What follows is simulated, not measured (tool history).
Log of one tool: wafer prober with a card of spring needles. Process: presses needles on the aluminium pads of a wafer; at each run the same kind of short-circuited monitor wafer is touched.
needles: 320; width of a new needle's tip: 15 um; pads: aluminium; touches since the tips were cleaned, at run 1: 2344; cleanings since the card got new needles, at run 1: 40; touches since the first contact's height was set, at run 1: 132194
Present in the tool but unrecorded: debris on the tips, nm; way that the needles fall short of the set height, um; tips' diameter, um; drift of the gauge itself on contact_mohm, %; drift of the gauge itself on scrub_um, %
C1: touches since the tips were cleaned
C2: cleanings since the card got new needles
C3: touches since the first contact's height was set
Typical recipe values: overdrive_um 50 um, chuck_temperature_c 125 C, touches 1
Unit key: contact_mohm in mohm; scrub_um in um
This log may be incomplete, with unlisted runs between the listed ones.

Run 1, day 0.000: usual settings; C1 2344; C2 40; C3 132194. Result: contact_mohm 287 mohm, scrub_um 7.10 um.
At day 0.079: tips cleaned on abrasive film.
At day 0.454: tips cleaned on abrasive film.
At day 0.758: tips cleaned on abrasive film.
At day 1.133: tips cleaned on abrasive film.
Run 2, day 1.317: usual settings; C1 1705; C2 44; C3 144255. Result: contact_mohm 274 mohm, scrub_um 7.10 um.
At day 1.471: tips cleaned on abrasive film.
At day 1.842: tips cleaned on abrasive film.
At day 2.221: tips cleaned on abrasive film.
Run 3, day 2.446: usual settings; C1 2112; C2 47; C3 154639. Result: contact_mohm 283 mohm, scrub_um 7.08 um.
At day 2.525: tips cleaned on abrasive film.
At day 2.829: tips cleaned on abrasive film.
At day 2.842: height of the first contact set anew.
At day 3.217: tips cleaned on abrasive film.
At day 3.592: tips cleaned on abrasive film.
Run 4, day 3.850: usual settings; C1 2375; C2 51; C3 9283. Result: contact_mohm 273 mohm, scrub_um 7.74 um.
At day 3.929: tips cleaned on abrasive film.
At day 4.296: tips cleaned on abrasive film.
At day 4.671: tips cleaned on abrasive film.
At day 4.979: tips cleaned on abrasive film.
Run 5, day 4.979: usual settings; C1 0; C2 55; C3 19636. Result: contact_mohm 220 mohm, scrub_um 7.71 um.
At day 5.354: tips cleaned on abrasive film.
At day 5.733: tips cleaned on abrasive film.
At day 6.033: tips cleaned on abrasive film.
At day 6.338: tips cleaned on abrasive film.
Run 6, day 6.338: usual settings; C1 0; C2 59; C3 32069. Result: contact_mohm 221 mohm, scrub_um 7.64 um.
At day 6.642: tips cleaned on abrasive film.
At day 7.021: tips cleaned on abrasive film.
At day 7.396: tips cleaned on abrasive film.
Run 7, day 7.400: usual settings; C1 56; C2 62; C3 41836. Result: contact_mohm 226 mohm, scrub_um 7.64 um.
At day 7.771: tips cleaned on abrasive film.
At day 8.146: tips cleaned on abrasive film.
At day 8.521: tips cleaned on abrasive film.
At day 8.892: tips cleaned on abrasive film.
Run 8, day 8.929: usual settings; C1 330; C2 66; C3 55855. Result: contact_mohm 234 mohm, scrub_um 7.49 um.
At day 9.229: tips cleaned on abrasive film.
At day 9.533: tips cleaned on abrasive film.
At day 9.908: tips cleaned on abrasive film.
At day 10.279: tips cleaned on abrasive film.
Run 9, day 10.554: usual settings; C1 2557; C2 70; C3 70789. Result: contact_mohm 281 mohm, scrub_um 7.40 um.
At day 10.633: tips cleaned on abrasive film.
At day 11.004: tips cleaned on abrasive film.
At day 11.379: tips cleaned on abrasive film.
At day 11.758: tips cleaned on abrasive film.
At day 12.108: tips cleaned on abrasive film.
Run 10, day 12.108: usual settings; C1 0; C2 75; C3 85019. Result: contact_mohm 228 mohm, scrub_um 7.28 um.
At day 12.479: tips cleaned on abrasive film.
At day 12.854: tips cleaned on abrasive film.
At day 13.225: tips cleaned on abrasive film.
Run 11, day 13.408: usual settings; C1 1688; C2 78; C3 96963. Result: contact_mohm 274 mohm, scrub_um 7.27 um.
At day 13.554: tips cleaned on abrasive film.
At day 13.929: tips cleaned on abrasive film.
At day 14.304: tips cleaned on abrasive film.
Run 12, day 14.554: usual settings but chuck_temperature_c 34 C; C1 2292; C2 81; C3 107479. Result: contact_mohm 277 mohm, scrub_um 7.21 um.
At day 14.633: tips cleaned on abrasive film.
At day 15.008: tips cleaned on abrasive film.
At day 15.375: tips cleaned on abrasive film.
At day 15.742: tips cleaned on abrasive film.
At day 16.117: tips cleaned on abrasive film.
Run 13, day 16.133: usual settings but chuck_temperature_c 34 C; C1 153; C2 86; C3 121963. Result: contact_mohm 212 mohm, scrub_um 7.17 um.
At day 16.429: tips cleaned on abrasive film.
At day 16.800: tips cleaned on abrasive film.
At day 17.100: tips cleaned on abrasive film.
At day 17.475: tips cleaned on abrasive film.
Run 14, day 17.604: usual settings but overdrive_um 66 um, chuck_temperature_c 71 C, touches 2; C1 1175; C2 90; C3 135445. Result: contact_mohm 221 mohm, scrub_um 9.63 um.
At day 17.829: tips cleaned on abrasive film.
At day 18.208: tips cleaned on abrasive film.
At day 18.583: tips cleaned on abrasive film.
At day 18.958: tips cleaned on abrasive film.
Run 15, day 19.046: usual settings but overdrive_um 40 um, chuck_temperature_c 71 C; C1 778; C2 94; C3 148658. Result: contact_mohm 276 mohm, scrub_um 5.54 um.
At day 19.271: tips cleaned on abrasive film.
At day 19.650: tips cleaned on abrasive film.
Run 16, day 19.862: usual settings but chuck_temperature_c 36 C; C1 2000; C2 96; C3 156188. Result: contact_mohm 279 mohm, scrub_um 7.05 um.
At day 20.017: tips cleaned on abrasive film.
At day 20.104: height of the first contact set anew.
At day 20.404: tips cleaned on abrasive film.
At day 20.708: tips cleaned on abrasive film.
At day 21.083: tips cleaned on abrasive film.
At day 21.454: tips cleaned on abrasive film.
Run 17, day 21.454: usual settings but overdrive_um 37 um, chuck_temperature_c 100 C; C1 8; C2 101; C3 12390. Result: contact_mohm 239 mohm, scrub_um 5.66 um.
At day 21.758: tips cleaned on abrasive film.
At day 22.129: tips cleaned on abrasive film.
At day 22.433: tips cleaned on abrasive film.
Run 18, day 22.621: usual settings but overdrive_um 52 um; C1 1751; C2 104; C3 23095. Result: contact_mohm 274 mohm, scrub_um 7.93 um.
At day 22.775: tips cleaned on abrasive film.
At day 23.146: tips cleaned on abrasive film.
At day 23.446: tips cleaned on abrasive film.
At day 23.825: tips cleaned on abrasive film.
At day 24.125: tips cleaned on abrasive film.
Run 19, day 24.200: usual settings but overdrive_um 52 um; C1 689; C2 109; C3 37560. Result: contact_mohm 245 mohm, scrub_um 7.86 um.
At day 24.500: tips cleaned on abrasive film.
At day 24.875: tips cleaned on abrasive film.
Run 20, day 25.033: usual settings but overdrive_um 52 um; C1 1461; C2 111; C3 45214. Result: contact_mohm 270 mohm, scrub_um 7.88 um.
At day 25.188: tips cleaned on abrasive film.
At day 25.488: tips cleaned on abrasive film.
Run 21, day 25.750: usual settings but overdrive_um 60 um, chuck_temperature_c 103 C, touches 3; C1 2447; C2 113; C3 51810. Result: contact_mohm 235 mohm, scrub_um 9.07 um.
At day 25.829: tips cleaned on abrasive film.
At day 26.133: tips cleaned on abrasive film.
At day 26.500: tips cleaned on abrasive film.
At day 26.838: tips cleaned on abrasive film.
Run 22, day 26.838: usual settings but overdrive_um 32 um, chuck_temperature_c 48 C; C1 0; C2 117; C3 61728. Result: contact_mohm 234 mohm, scrub_um 4.64 um.
At day 27.212: tips cleaned on abrasive film.
At day 27.583: tips cleaned on abrasive film.
At day 27.954: tips cleaned on abrasive film.
Run 23, day 28.150: usual settings but overdrive_um 55 um, touches 3; C1 1824; C2 120; C3 73808. Result: contact_mohm 241 mohm, scrub_um 8.14 um.
At day 28.304: tips cleaned on abrasive film.
At day 28.604: tips cleaned on abrasive film.
At day 28.983: tips cleaned on abrasive film.
At day 29.358: tips cleaned on abrasive film.
At day 29.658: tips cleaned on abrasive film.
Run 24, day 29.800: usual settings but chuck_temperature_c 34 C; C1 1287; C2 125; C3 88911. Result: contact_mohm 260 mohm, scrub_um 7.35 um.
At day 30.025: tips cleaned on abrasive film.
At day 30.400: tips cleaned on abrasive film.
At day 30.704: tips cleaned on abrasive film.
At day 31.008: tips cleaned on abrasive film.
Run 25, day 31.008: usual settings but chuck_temperature_c 34 C; C1 0; C2 129; C3 99994. Result: contact_mohm 210 mohm, scrub_um 7.24 um.

Below, some changes in contact_mohm between adjacent runs. For each, the amount present without the hidden state too (settings, incoming material, random variation) and the amount remaining for the hidden state with gauge scatter not shared by both compared results:
Run 12 -> 13: tips cleaned on abrasive film, tips cleaned on abrasive film, tips cleaned on abrasive film, tips cleaned on abrasive film, tips cleaned on abrasive film. contact_mohm -65 mohm: hidden state -64, all else -1.
Run 14 -> 15: overdrive_um 66 -> 40, touches 2 -> 1, tips cleaned on abrasive film, tips cleaned on abrasive film, tips cleaned on abrasive film, tips cleaned on abrasive film. contact_mohm +55 mohm: hidden state +46, all else +9.
Run 16 -> 17: overdrive_um 50 -> 37, chuck_temperature_c 36 -> 100, tips cleaned on abrasive film, height of the first contact set anew, tips cleaned on abrasive film, tips cleaned on abrasive film, tips cleaned on abrasive film, tips cleaned on abrasive film. contact_mohm -40 mohm: hidden state -63, all else +23.

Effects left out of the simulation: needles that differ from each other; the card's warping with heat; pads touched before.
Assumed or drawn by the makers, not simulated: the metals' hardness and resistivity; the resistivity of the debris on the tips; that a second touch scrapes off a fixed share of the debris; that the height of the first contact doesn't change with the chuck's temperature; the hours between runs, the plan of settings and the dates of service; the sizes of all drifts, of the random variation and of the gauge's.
